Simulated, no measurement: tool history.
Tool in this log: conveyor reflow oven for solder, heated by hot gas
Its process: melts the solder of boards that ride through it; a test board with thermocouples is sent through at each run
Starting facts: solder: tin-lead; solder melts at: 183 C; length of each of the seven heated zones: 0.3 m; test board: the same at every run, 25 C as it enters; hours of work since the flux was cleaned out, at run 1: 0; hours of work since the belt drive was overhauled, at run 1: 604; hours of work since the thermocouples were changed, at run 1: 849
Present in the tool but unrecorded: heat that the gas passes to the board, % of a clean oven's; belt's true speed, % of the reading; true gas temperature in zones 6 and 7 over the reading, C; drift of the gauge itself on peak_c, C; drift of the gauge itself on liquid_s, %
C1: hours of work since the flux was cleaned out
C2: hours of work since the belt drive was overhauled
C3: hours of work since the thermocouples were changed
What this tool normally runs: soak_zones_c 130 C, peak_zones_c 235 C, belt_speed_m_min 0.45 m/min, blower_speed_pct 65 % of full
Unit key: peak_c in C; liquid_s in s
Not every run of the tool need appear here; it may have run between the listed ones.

{"run": 1, "hour": 0.0, "soak_zones_c": 130, "peak_zones_c": 235, "belt_speed_m_min": 0.45, "blower_speed_pct": 65, "C1": 0, "C2": 604, "C3": 849, "peak_c": 212.1, "liquid_s": 53.4}
{"run": 2, "hour": 43.9, "soak_zones_c": 130, "peak_zones_c": 230, "belt_speed_m_min": 0.45, "blower_speed_pct": 65, "C1": 29, "C2": 633, "C3": 878, "peak_c": 207.7, "liquid_s": 47.6}
{"run": 3, "hour": 100.0, "soak_zones_c": 130, "peak_zones_c": 230, "belt_speed_m_min": 0.45, "blower_speed_pct": 65, "C1": 66, "C2": 670, "C3": 915, "peak_c": 206.7, "liquid_s": 47.3}
{"run": 4, "hour": 155.6, "soak_zones_c": 132, "peak_zones_c": 235, "belt_speed_m_min": 0.45, "blower_speed_pct": 65, "C1": 102, "C2": 706, "C3": 951, "peak_c": 211.5, "liquid_s": 52.6}
{"hour": 220.6, "done": "belt drive overhauled, speed set with a stopwatch"}
{"run": 5, "hour": 224.0, "soak_zones_c": 130, "peak_zones_c": 235, "belt_speed_m_min": 0.45, "blower_speed_pct": 65, "C1": 145, "C2": 2, "C3": 994, "peak_c": 210.7, "liquid_s": 49.6}
{"run": 6, "hour": 264.3, "soak_zones_c": 130, "peak_zones_c": 235, "belt_speed_m_min": 0.45, "blower_speed_pct": 65, "C1": 171, "C2": 29, "C3": 1020, "peak_c": 209.6, "liquid_s": 48.2}
{"run": 7, "hour": 307.4, "soak_zones_c": 130, "peak_zones_c": 235, "belt_speed_m_min": 0.45, "blower_speed_pct": 65, "C1": 199, "C2": 57, "C3": 1048, "peak_c": 209.6, "liquid_s": 48.6}
{"run": 8, "hour": 376.6, "soak_zones_c": 130, "peak_zones_c": 235, "belt_speed_m_min": 0.461, "blower_speed_pct": 65, "C1": 245, "C2": 103, "C3": 1094, "peak_c": 208.1, "liquid_s": 45.6}
{"hour": 412.8, "done": "flux residue cleaned out of gas plates and filters"}
{"run": 9, "hour": 442.1, "soak_zones_c": 130, "peak_zones_c": 235, "belt_speed_m_min": 0.45, "blower_speed_pct": 70, "C1": 19, "C2": 142, "C3": 1134, "peak_c": 211.6, "liquid_s": 51.6}
{"run": 10, "hour": 491.8, "soak_zones_c": 130, "peak_zones_c": 235, "belt_speed_m_min": 0.45, "blower_speed_pct": 70, "C1": 52, "C2": 175, "C3": 1166, "peak_c": 211.7, "liquid_s": 51.8}
{"run": 11, "hour": 543.2, "soak_zones_c": 130, "peak_zones_c": 235, "belt_speed_m_min": 0.45, "blower_speed_pct": 65, "C1": 86, "C2": 209, "C3": 1200, "peak_c": 209.5, "liquid_s": 49.7}
{"run": 12, "hour": 612.7, "soak_zones_c": 121, "peak_zones_c": 235, "belt_speed_m_min": 0.466, "blower_speed_pct": 65, "C1": 131, "C2": 254, "C3": 1246, "peak_c": 205.2, "liquid_s": 41.5}
{"run": 13, "hour": 645.3, "soak_zones_c": 121, "peak_zones_c": 235, "belt_speed_m_min": 0.466, "blower_speed_pct": 65, "C1": 153, "C2": 276, "C3": 1267, "peak_c": 206.1, "liquid_s": 40.7}
{"run": 14, "hour": 684.2, "soak_zones_c": 115, "peak_zones_c": 245, "belt_speed_m_min": 0.45, "blower_speed_pct": 65, "C1": 178, "C2": 302, "C3": 1293, "peak_c": 213.6, "liquid_s": 50.5}
{"run": 15, "hour": 734.8, "soak_zones_c": 129, "peak_zones_c": 245, "belt_speed_m_min": 0.45, "blower_speed_pct": 65, "C1": 212, "C2": 335, "C3": 1326, "peak_c": 216.6, "liquid_s": 55.7}
{"hour": 752.3, "done": "thermocouples of zones 6 and 7 changed"}
{"run": 16, "hour": 800.4, "soak_zones_c": 122, "peak_zones_c": 226, "belt_speed_m_min": 0.504, "blower_speed_pct": 79, "C1": 254, "C2": 377, "C3": 32, "peak_c": 202, "liquid_s": 34}
{"hour": 827.8, "done": "flux residue cleaned out of gas plates and filters"}
{"run": 17, "hour": 881.7, "soak_zones_c": 122, "peak_zones_c": 242, "belt_speed_m_min": 0.366, "blower_speed_pct": 79, "C1": 35, "C2": 427, "C3": 82, "peak_c": 229, "liquid_s": 79.8}
{"run": 18, "hour": 939.0, "soak_zones_c": 122, "peak_zones_c": 242, "belt_speed_m_min": 0.366, "blower_speed_pct": 79, "C1": 73, "C2": 464, "C3": 119, "peak_c": 229.2, "liquid_s": 79.4}
{"run": 19, "hour": 972.1, "soak_zones_c": 126, "peak_zones_c": 235, "belt_speed_m_min": 0.45, "blower_speed_pct": 74, "C1": 95, "C2": 486, "C3": 141, "peak_c": 214, "liquid_s": 53.4}
{"run": 20, "hour": 1009.6, "soak_zones_c": 126, "peak_zones_c": 235, "belt_speed_m_min": 0.45, "blower_speed_pct": 74, "C1": 120, "C2": 511, "C3": 166, "peak_c": 213.9, "liquid_s": 53.6}
{"run": 21, "hour": 1055.9, "soak_zones_c": 130, "peak_zones_c": 235, "belt_speed_m_min": 0.487, "blower_speed_pct": 60, "C1": 150, "C2": 541, "C3": 196, "peak_c": 208.5, "liquid_s": 43.1}

How would selected steps in peak_c from run to run divide? Give the signed amount a tool lacking its hidden state would still show from settings, what came in and random variation, and the signed amount left for the hidden state, including any gauge scatter that is not in both of the compared results.
Run 15 -> 16: soak_zones_c 129 -> 122, peak_zones_c 245 -> 226, belt_speed_m_min 0.45 -> 0.504, blower_speed_pct 65 -> 79, thermocouples of zones 6 and 7 changed. peak_c -14.6 C: hidden state +3.5, all else -18.1.
Run 16 -> 17: peak_zones_c 226 -> 242, belt_speed_m_min 0.504 -> 0.366, flux residue cleaned out of gas plates and filters. peak_c +27 C: hidden state +2, all else +25.
Run 18 -> 19: soak_zones_c 122 -> 126, peak_zones_c 242 -> 235, belt_speed_m_min 0.366 -> 0.45, blower_speed_pct 79 -> 74. peak_c -15.2 C: hidden state -0.2, all else -15.

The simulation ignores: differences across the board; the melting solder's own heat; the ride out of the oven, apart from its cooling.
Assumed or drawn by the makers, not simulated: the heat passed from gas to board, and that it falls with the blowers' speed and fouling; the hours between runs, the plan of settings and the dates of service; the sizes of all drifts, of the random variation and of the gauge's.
